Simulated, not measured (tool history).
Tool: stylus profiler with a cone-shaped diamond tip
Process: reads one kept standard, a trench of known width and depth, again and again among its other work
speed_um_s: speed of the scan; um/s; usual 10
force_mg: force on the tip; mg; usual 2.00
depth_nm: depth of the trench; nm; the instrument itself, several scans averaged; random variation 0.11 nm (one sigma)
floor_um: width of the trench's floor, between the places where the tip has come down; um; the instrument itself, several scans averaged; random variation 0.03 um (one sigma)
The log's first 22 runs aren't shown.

Run 23, hour 427.6: usual settings. Result: depth_nm 202.15 nm, floor_um 97.11 um.
Run 24, hour 452.9: usual settings. Result: depth_nm 201.91 nm, floor_um 97.13 um.
Run 25, hour 473.0: usual settings. Result: depth_nm 201.83 nm, floor_um 97.15 um.
Run 26, hour 500.7: usual settings but speed_um_s 6 um/s, force_mg 2.45 mg. Result: depth_nm 202.29 nm, floor_um 97.14 um.
Run 27, hour 528.3: usual settings but speed_um_s 12 um/s, force_mg 1.86 mg. Result: depth_nm 201.70 nm, floor_um 97.12 um.
Run 28, hour 547.3: usual settings but speed_um_s 12 um/s, force_mg 1.86 mg. Result: depth_nm 201.55 nm, floor_um 97.13 um.
Run 29, hour 566.6: usual settings but speed_um_s 8 um/s. Result: depth_nm 201.97 nm, floor_um 97.13 um.
Run 30, hour 590.4: usual settings but force_mg 1.59 mg. Result: depth_nm 201.58 nm, floor_um 97.11 um.
Run 31, hour 603.3: usual settings but speed_um_s 12 um/s, force_mg 0.89 mg. Result: depth_nm 201.15 nm, floor_um 97.08 um.
Run 32, hour 621.9: usual settings but speed_um_s 12 um/s, force_mg 0.89 mg. Result: depth_nm 201.37 nm, floor_um 97.02 um.
Run 33, hour 636.8: usual settings but speed_um_s 12 um/s, force_mg 0.89 mg. Result: depth_nm 201.27 nm, floor_um 97.09 um.
Run 34, hour 661.9: usual settings but speed_um_s 7 um/s, force_mg 3.58 mg. Result: depth_nm 202.94 nm, floor_um 97.20 um.
Run 35, hour 673.7: usual settings but speed_um_s 27 um/s, force_mg 0.73 mg. Result: depth_nm 201.12 nm, floor_um 96.93 um.
Run 36, hour 689.6: usual settings but force_mg 0.87 mg. Result: depth_nm 201.22 nm, floor_um 97.11 um.
Run 37, hour 701.5: usual settings but force_mg 0.87 mg. Result: depth_nm 201.06 nm, floor_um 97.10 um.
Run 38, hour 714.2: usual settings but force_mg 1.58 mg. Result: depth_nm 201.72 nm, floor_um 97.16 um.
Run 39, hour 737.4: usual settings but speed_um_s 4 um/s, force_mg 1.35 mg. Result: depth_nm 201.43 nm, floor_um 97.16 um.
Run 40, hour 755.6: usual settings but speed_um_s 4 um/s, force_mg 1.35 mg. Result: depth_nm 201.45 nm, floor_um 97.16 um.
Run 41, hour 767.6: usual settings but speed_um_s 4 um/s, force_mg 3.25 mg. Result: depth_nm 202.69 nm, floor_um 97.16 um.
Run 42, hour 784.5: usual settings but speed_um_s 5 um/s, force_mg 0.78 mg. Result: depth_nm 201.03 nm, floor_um 97.16 um.
Run 43, hour 813.7: usual settings but speed_um_s 23 um/s, force_mg 3.42 mg. Result: depth_nm 203.02 nm, floor_um 97.13 um.
Run 44, hour 827.5: usual settings but speed_um_s 38 um/s, force_mg 1.22 mg. Result: depth_nm 201.49 nm, floor_um 96.88 um.
Run 45, hour 848.6: usual settings but speed_um_s 35 um/s, force_mg 3.15 mg. Result: depth_nm 202.74 nm, floor_um 97.02 um.
Run 46, hour 869.8: usual settings but speed_um_s 35 um/s, force_mg 3.15 mg. Result: depth_nm 202.82 nm, floor_um 97.00 um.

3 ways to go on from here, each from the tool as it stands after run 46. What would each give?
Run A, hour 888.0: usual settings but speed_um_s 15 um/s, force_mg 1.73 mg. Result: depth_nm ?, floor_um ?.
Run B, hour 888.0: usual settings but speed_um_s 31 um/s, force_mg 5.46 mg. Result: depth_nm ?, floor_um ?.
Run C, hour 888.0: usual settings but speed_um_s 5 um/s, force_mg 3.15 mg. Result: depth_nm ?, floor_um ?.

run  depth_nm  floor_um
  A    201.85     97.10
  B    203.92     97.07
  C    202.80     97.20
Without the tool's hidden state the same runs would have given:
run  depth_nm  floor_um
  A    201.85     97.10
  B    203.93     97.07
  C    202.81     97.20
